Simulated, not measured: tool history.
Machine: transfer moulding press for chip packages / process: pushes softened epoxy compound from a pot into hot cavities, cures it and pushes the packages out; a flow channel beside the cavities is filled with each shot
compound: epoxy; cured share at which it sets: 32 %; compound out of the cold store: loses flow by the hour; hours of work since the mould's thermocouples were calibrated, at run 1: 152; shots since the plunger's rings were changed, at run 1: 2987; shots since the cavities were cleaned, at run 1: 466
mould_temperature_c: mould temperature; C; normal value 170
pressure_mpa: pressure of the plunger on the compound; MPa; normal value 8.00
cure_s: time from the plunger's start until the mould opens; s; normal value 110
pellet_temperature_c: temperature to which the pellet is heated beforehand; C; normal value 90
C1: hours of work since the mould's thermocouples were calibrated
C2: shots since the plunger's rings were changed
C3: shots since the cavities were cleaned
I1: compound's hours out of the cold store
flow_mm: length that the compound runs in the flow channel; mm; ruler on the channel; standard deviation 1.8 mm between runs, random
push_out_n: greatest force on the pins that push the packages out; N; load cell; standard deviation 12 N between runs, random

run 1 hour=0.0 | mould_temperature_c=170 pressure_mpa=8.00 cure_s=110 pellet_temperature_c=90 | C1=152 C2=2987 C3=466 | I1=16.7 | flow_mm=508 push_out_n=957
-- hour=5.7 cavities cleaned with cleaning compound and waxed
run 2 hour=43.0 | mould_temperature_c=170 pressure_mpa=8.00 cure_s=110 pellet_temperature_c=90 | C1=173 C2=3338 C3=315 | I1=24.1 | flow_mm=498 push_out_n=1204
-- hour=67.8 cavities cleaned with cleaning compound and waxed
run 3 hour=83.3 | mould_temperature_c=170 pressure_mpa=8.00 cure_s=95 pellet_temperature_c=90 | C1=193 C2=3665 C3=131 | I1=23.3 | flow_mm=499 push_out_n=998
run 4 hour=104.2 | mould_temperature_c=170 pressure_mpa=8.00 cure_s=110 pellet_temperature_c=90 | C1=204 C2=3841 C3=307 | I1=15.0 | flow_mm=510 push_out_n=885
-- hour=127.8 cavities cleaned with cleaning compound and waxed
run 5 hour=148.4 | mould_temperature_c=170 pressure_mpa=8.00 cure_s=110 pellet_temperature_c=90 | C1=225 C2=4202 C3=174 | I1=32.1 | flow_mm=484 push_out_n=710
run 6 hour=174.0 | mould_temperature_c=172 pressure_mpa=8.00 cure_s=110 pellet_temperature_c=90 | C1=239 C2=4418 C3=390 | I1=18.5 | flow_mm=496 push_out_n=790
-- hour=188.2 cavities cleaned with cleaning compound and waxed
run 7 hour=208.2 | mould_temperature_c=172 pressure_mpa=8.00 cure_s=110 pellet_temperature_c=91 | C1=255 C2=4694 C3=169 | I1=36.9 | flow_mm=470 push_out_n=682
-- hour=246.6 cavities cleaned with cleaning compound and waxed
run 8 hour=247.1 | mould_temperature_c=172 pressure_mpa=8.00 cure_s=110 pellet_temperature_c=91 | C1=274 C2=5009 C3=3 | I1=36.8 | flow_mm=472 push_out_n=495
-- hour=284.0 cavities cleaned with cleaning compound and waxed, once more
run 9 hour=289.2 | mould_temperature_c=172 pressure_mpa=8.00 cure_s=110 pellet_temperature_c=91 | C1=295 C2=5352 C3=44 | I1=25.6 | flow_mm=480 push_out_n=557
run 10 hour=325.3 | mould_temperature_c=172 pressure_mpa=8.00 cure_s=110 pellet_temperature_c=91 | C1=314 C2=5657 C3=349 | I1=39.4 | flow_mm=467 push_out_n=776
-- hour=346.6 cavities cleaned with cleaning compound and waxed
run 11 hour=352.2 | mould_temperature_c=172 pressure_mpa=8.00 cure_s=110 pellet_temperature_c=91 | C1=327 C2=5872 C3=47 | I1=47.0 | flow_mm=461 push_out_n=534
-- hour=371.3 plunger's sealing rings changed
run 12 hour=397.0 | mould_temperature_c=164 pressure_mpa=8.56 cure_s=90 pellet_temperature_c=85 | C1=348 C2=217 C3=404 | I1=42.3 | flow_mm=514 push_out_n=2221
-- hour=409.1 cavities cleaned with cleaning compound and waxed
run 13 hour=435.0 | mould_temperature_c=170 pressure_mpa=8.00 cure_s=100 pellet_temperature_c=90 | C1=367 C2=525 C3=218 | I1=46.6 | flow_mm=478 push_out_n=925
-- hour=444.8 mould's thermocouples calibrated
-- hour=470.0 cavities cleaned with cleaning compound and waxed
run 14 hour=485.6 | mould_temperature_c=170 pressure_mpa=8.00 cure_s=94 pellet_temperature_c=96 | C1=20 C2=923 C3=132 | I1=8.3 | flow_mm=525 push_out_n=1059
run 15 hour=523.2 | mould_temperature_c=170 pressure_mpa=8.00 cure_s=94 pellet_temperature_c=96 | C1=39 C2=1240 C3=449 | I1=42.5 | flow_mm=481 push_out_n=1301
-- hour=529.1 cavities cleaned with cleaning compound and waxed
run 16 hour=548.1 | mould_temperature_c=170 pressure_mpa=8.00 cure_s=94 pellet_temperature_c=96 | C1=51 C2=1438 C3=161 | I1=35.4 | flow_mm=490 push_out_n=1074

Run 17 comes next. What will it give?
-- hour=590.1 cavities cleaned with cleaning compound and waxed
run 17 hour=596.8 | mould_temperature_c=162 pressure_mpa=8.00 cure_s=94 pellet_temperature_c=96 | C1=75 C2=1836 C3=56 | I1=15.9 | flow_mm=? push_out_n=?

Run 17 measured flow_mm 533 mm, push_out_n 1651 N.
Had the tool carried no hidden state, the very same run would have given flow_mm 541 mm, push_out_n 1453 N.
